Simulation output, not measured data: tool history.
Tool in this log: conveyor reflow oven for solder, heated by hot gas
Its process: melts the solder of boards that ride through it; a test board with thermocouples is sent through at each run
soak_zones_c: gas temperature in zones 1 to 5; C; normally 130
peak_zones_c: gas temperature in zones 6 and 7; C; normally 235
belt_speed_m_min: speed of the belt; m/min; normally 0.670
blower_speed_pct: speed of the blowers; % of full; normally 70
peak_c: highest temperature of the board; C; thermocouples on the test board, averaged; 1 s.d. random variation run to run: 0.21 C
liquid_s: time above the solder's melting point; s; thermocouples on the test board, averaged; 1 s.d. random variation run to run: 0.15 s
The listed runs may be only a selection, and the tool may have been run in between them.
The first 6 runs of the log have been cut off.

run,hour,soak_zones_c,peak_zones_c,belt_speed_m_min,blower_speed_pct,peak_c,liquid_s
7,148.1,130,235,0.670,85,220.3,54.0
8,175.2,130,235,0.670,70,217.0,51.0
9,197.8,130,235,0.670,70,217.2,50.9
10,230.9,130,235,0.670,70,216.6,50.8
# hour 238.4: flux residue cleaned out of gas plates and filters
11,265.8,130,236,0.670,70,220.1,54.1
12,281.9,130,235,0.670,70,219.2,53.1
13,315.1,130,235,0.670,70,219.2,53.2
14,339.8,130,235,0.670,70,219.3,52.8
15,358.6,130,235,0.670,70,219.0,53.1
16,385.5,130,235,0.670,70,219.0,52.9
17,410.2,130,235,0.670,70,218.7,52.8

Run 18 is up next; what results do you expect?
18,434.9,130,235,0.670,70,?,?

Run 18 yielded peak_c 218.4 C, liquid_s 52.6 s.
With the hidden condition absent and the run-to-run variation left alone, this run would have shown peak_c 217.6 C, liquid_s 51.6 s.
